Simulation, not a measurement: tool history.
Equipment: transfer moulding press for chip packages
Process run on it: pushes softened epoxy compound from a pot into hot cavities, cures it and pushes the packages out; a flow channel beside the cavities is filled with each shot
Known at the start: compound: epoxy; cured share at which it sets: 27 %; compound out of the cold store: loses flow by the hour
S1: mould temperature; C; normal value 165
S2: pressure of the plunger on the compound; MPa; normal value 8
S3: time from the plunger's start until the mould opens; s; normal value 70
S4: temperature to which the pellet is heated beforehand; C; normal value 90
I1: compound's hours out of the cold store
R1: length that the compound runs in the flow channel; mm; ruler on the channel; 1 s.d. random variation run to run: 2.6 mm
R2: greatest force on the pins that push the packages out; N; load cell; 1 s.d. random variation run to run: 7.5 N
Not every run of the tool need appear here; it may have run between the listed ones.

| run | hour | S1 | S2 | S3 | S4 | I1 | R1 | R2 |
|---|---|---|---|---|---|---|---|---|
| 1 | 0 | 165 | 8 | 70 | 90 | 26 | 513 | 323 |
|  | 11.9 | cavities cleaned with cleaning compound and waxed |
| 2 | 20.9 | 165 | 8 | 70 | 90 | 14.4 | 536 | 322 |
| 3 | 36.9 | 165 | 8 | 77 | 90 | 12.5 | 537 | 257 |
| 4 | 64.6 | 157 | 8 | 70 | 90 | 40.4 | 505 | 561 |
| 5 | 82.5 | 157 | 8 | 70 | 90 | 44.6 | 500 | 547 |
|  | 94 | plunger's sealing rings changed |
| 6 | 112.1 | 172 | 8 | 70 | 90 | 14.5 | 524 | 228 |
|  | 118.5 | cavities cleaned with cleaning compound and waxed |
| 7 | 132.2 | 172 | 8 | 70 | 90 | 17.5 | 519 | 227 |
| 8 | 156.4 | 165 | 8 | 102 | 90 | 37.9 | 490 | 207 |
| 9 | 174.8 | 163 | 8 | 70 | 90 | 41.8 | 486 | 355 |

Run 10 is up next; what results do you expect?
| 10 | 202 | 163 | 8 | 70 | 100 | 33.9 | ? | ? |

R1: 501 mm
R2: 347 N
Take away the tool's hidden state, keep the run-to-run variation as it was, and the same run would have given R1 501 mm, R2 343 N.
